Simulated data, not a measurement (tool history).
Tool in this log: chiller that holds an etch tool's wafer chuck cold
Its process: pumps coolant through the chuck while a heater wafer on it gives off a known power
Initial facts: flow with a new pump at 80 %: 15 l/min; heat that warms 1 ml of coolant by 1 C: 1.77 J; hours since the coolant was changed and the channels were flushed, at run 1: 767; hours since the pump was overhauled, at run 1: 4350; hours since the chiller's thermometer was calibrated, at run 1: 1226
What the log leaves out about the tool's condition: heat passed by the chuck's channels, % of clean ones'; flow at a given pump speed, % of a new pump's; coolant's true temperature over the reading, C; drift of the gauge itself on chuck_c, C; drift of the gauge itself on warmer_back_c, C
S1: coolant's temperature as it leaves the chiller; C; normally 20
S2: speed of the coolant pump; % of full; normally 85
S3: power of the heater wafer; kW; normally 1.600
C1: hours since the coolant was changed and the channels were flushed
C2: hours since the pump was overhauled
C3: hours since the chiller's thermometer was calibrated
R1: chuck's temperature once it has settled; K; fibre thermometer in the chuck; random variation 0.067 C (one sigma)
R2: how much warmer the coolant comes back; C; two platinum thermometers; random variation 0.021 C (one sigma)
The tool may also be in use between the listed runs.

{"run": 1, "hour": 0.0, "S1": 20, "S2": 85, "S3": 1.6, "C1": 767, "C2": 4350, "C3": 1226, "R1": 303.73, "R2": 3.39}
{"run": 2, "hour": 189.4, "S1": 20, "S2": 85, "S3": 1.6, "C1": 956, "C2": 4540, "C3": 1415, "R1": 303.56, "R2": 3.4}
{"run": 3, "hour": 317.4, "S1": 20, "S2": 85, "S3": 1.6, "C1": 1084, "C2": 4667, "C3": 1543, "R1": 303.64, "R2": 3.38}
{"run": 4, "hour": 501.4, "S1": 20, "S2": 98, "S3": 1.6, "C1": 1268, "C2": 4851, "C3": 1727, "R1": 302.13, "R2": 2.92}
{"run": 5, "hour": 681.6, "S1": 20, "S2": 81, "S3": 1.6, "C1": 1449, "C2": 5032, "C3": 1908, "R1": 304.23, "R2": 3.63}
{"run": 6, "hour": 781.3, "S1": 20, "S2": 81, "S3": 1.6, "C1": 1548, "C2": 5131, "C3": 2007, "R1": 304.04, "R2": 3.63}
{"run": 7, "hour": 928.7, "S1": 23, "S2": 85, "S3": 2.39, "C1": 1696, "C2": 5279, "C3": 2155, "R1": 311.93, "R2": 5.09}
{"run": 8, "hour": 1079.5, "S1": 23, "S2": 66, "S3": 2.39, "C1": 1846, "C2": 5430, "C3": 2305, "R1": 316.22, "R2": 6.82}
{"run": 9, "hour": 1248.7, "S1": 14, "S2": 66, "S3": 2.39, "C1": 2016, "C2": 5599, "C3": 2475, "R1": 307.3, "R2": 6.83}
{"run": 10, "hour": 1332.0, "S1": 14, "S2": 64, "S3": 2.39, "C1": 2099, "C2": 5682, "C3": 2558, "R1": 307.87, "R2": 7.03}
{"run": 11, "hour": 1501.1, "S1": 26, "S2": 65, "S3": 1.325, "C1": 2268, "C2": 5851, "C3": 2727, "R1": 310.47, "R2": 3.93}

Each row is a separate what-if for the run after 11, all from the same tool condition, not one after another. Results?
{"hour": 1539.9, "done": "gauge calibrated"}
{"run": "A", "hour": 1659.1, "S1": 11, "S2": 81, "S3": 1.325, "C1": 2426, "C2": 6009, "C3": 2885, "R1": "?", "R2": "?"}
{"hour": 1539.9, "done": "gauge calibrated"}
{"run": "B", "hour": 1659.1, "S1": 12, "S2": 85, "S3": 1.6, "C1": 2426, "C2": 6009, "C3": 2885, "R1": "?", "R2": "?"}
{"hour": 1539.9, "done": "gauge calibrated"}
{"run": "C", "hour": 1659.1, "S1": 17, "S2": 83, "S3": 1.325, "C1": 2426, "C2": 6009, "C3": 2885, "R1": "?", "R2": "?"}
{"hour": 1539.9, "done": "gauge calibrated"}
{"run": "D", "hour": 1659.1, "S1": 20, "S2": 70, "S3": 2.394, "C1": 2426, "C2": 6009, "C3": 2885, "R1": "?", "R2": "?"}

run=A R1=293.26 R2=2.97
run=B R1=295.78 R2=3.38
run=C R1=299.03 R2=2.85
run=D R1=312.19 R2=6.32
Take away the tool's hidden state, keep each run's random variation, and the runs would have read:
run=A R1=293.26 R2=2.96
run=B R1=295.78 R2=3.36
run=C R1=299.03 R2=2.84
run=D R1=312.17 R2=6.30
